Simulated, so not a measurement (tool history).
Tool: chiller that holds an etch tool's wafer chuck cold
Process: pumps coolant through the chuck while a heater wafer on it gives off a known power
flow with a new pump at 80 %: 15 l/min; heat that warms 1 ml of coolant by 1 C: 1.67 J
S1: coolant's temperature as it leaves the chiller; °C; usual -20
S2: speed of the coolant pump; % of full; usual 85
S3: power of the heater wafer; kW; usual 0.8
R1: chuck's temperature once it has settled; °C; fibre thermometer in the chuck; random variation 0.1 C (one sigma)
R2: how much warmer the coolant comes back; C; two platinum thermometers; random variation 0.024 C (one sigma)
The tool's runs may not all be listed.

Run 1, day 0: usual settings. Result: R1 -12.6 °C, R2 1.79 C.
Run 2, day 3.321: usual settings. Result: R1 -12.6 °C, R2 1.75 C.
Run 3, day 5.867: usual settings. Result: R1 -12.4 °C, R2 1.77 C.
Run 4, day 9.95: usual settings. Result: R1 -12.5 °C, R2 1.8 C.
Run 5, day 12.746: usual settings. Result: R1 -12.4 °C, R2 1.77 C.
Run 6, day 14.696: usual settings but S2 69 % of full. Result: R1 -11.4 °C, R2 2.23 C.
Run 7, day 18.246: usual settings but S3 0.539 kW. Result: R1 -14.9 °C, R2 1.21 C.
Run 8, day 20.233: usual settings but S2 62 % of full. Result: R1 -10.9 °C, R2 2.48 C.
Run 9, day 22.458: usual settings but S2 62 % of full. Result: R1 -10.9 °C, R2 2.51 C.
Run 10, day 24.138: usual settings but S2 62 % of full. Result: R1 -10.8 °C, R2 2.45 C.
Run 11, day 25.862: usual settings but S2 62 % of full. Result: R1 -10.9 °C, R2 2.46 C.
Run 12, day 29.958: usual settings but S2 62 % of full. Result: R1 -10.9 °C, R2 2.47 C.
Run 13, day 33.55: usual settings but S2 81 % of full. Result: R1 -12 °C, R2 1.84 C.
Run 14, day 37.571: usual settings. Result: R1 -12.4 °C, R2 1.75 C.
Run 15, day 40.642: usual settings. Result: R1 -12.5 °C, R2 1.74 C.
Run 16, day 42.292: usual settings. Result: R1 -12.3 °C, R2 1.75 C.
Run 17, day 45.038: usual settings but S1 -27 °C, S2 68 % of full, S3 0.477 kW. Result: R1 -21.8 °C, R2 1.31 C.
Run 18, day 48.125: usual settings but S2 99 % of full, S3 0.923 kW. Result: R1 -12.1 °C, R2 1.66 C.
Run 19, day 50.025: usual settings but S2 99 % of full, S3 0.923 kW. Result: R1 -12 °C, R2 1.71 C.
Run 20, day 54.058: usual settings but S1 -19 °C, S2 64 % of full, S3 0.779 kW. Result: R1 -10.2 °C, R2 2.27 C.
Run 21, day 57.188: usual settings but S1 -19 °C, S2 64 % of full, S3 0.779 kW. Result: R1 -10.2 °C, R2 2.26 C.
Run 22, day 59.221: usual settings but S3 0.755 kW. Result: R1 -12.7 °C, R2 1.58 C.
At day 61.092: coolant changed, channels flushed.
Run 23, day 62.988: usual settings but S3 0.504 kW. Result: R1 -15.3 °C, R2 1.04 C.
Run 24, day 66.417: usual settings but S1 -11 °C, S2 90 % of full, S3 0.483 kW. Result: R1 -6.7 °C, R2 0.95 C.
Run 25, day 69.742: usual settings but S1 -11 °C, S2 90 % of full, S3 0.483 kW. Result: R1 -6.7 °C, R2 0.93 C.
Run 26, day 71.696: usual settings but S1 -11 °C, S2 90 % of full, S3 0.483 kW. Result: R1 -6.6 °C, R2 0.93 C.
Run 27, day 75.55: usual settings but S2 70 % of full, S3 0.418 kW. Result: R1 -15.6 °C, R2 1.02 C.
Run 28, day 78.729: usual settings but S2 82 % of full, S3 0.401 kW. Result: R1 -16.2 °C, R2 0.83 C.
Run 29, day 82.004: usual settings but S2 82 % of full, S3 0.514 kW. Result: R1 -15.1 °C, R2 1.08 C.
Run 30, day 84.854: usual settings but S2 82 % of full, S3 0.514 kW. Result: R1 -15 °C, R2 1.05 C.
Run 31, day 87.975: usual settings but S2 82 % of full, S3 0.514 kW. Result: R1 -15.1 °C, R2 1.01 C.

Forecast each of these 4 alternatives for the next run:
Run A, day 91.9: usual settings but S1 -26 °C, S2 86 % of full, S3 1.128 kW. Result: R1 ?, R2 ?.
Run B, day 91.9: usual settings but S1 -30 °C, S3 0.468 kW. Result: R1 ?, R2 ?.
Run C, day 91.9: usual settings but S1 -26 °C, S2 75 % of full, S3 0.506 kW. Result: R1 ?, R2 ?.
Run D, day 91.9: usual settings but S1 -25 °C, S2 82 % of full, S3 0.514 kW. Result: R1 ?, R2 ?.

run     R1    R2
  A  -15.6  2.37
  B  -25.7  0.89
  C    -21  1.15
  D  -20.1  1.06
Without the tool's hidden state the same runs would have given:
run     R1    R2
  A  -15.6  2.52
  B  -25.7  1.05
  C    -21   1.3
  D  -20.1  1.21
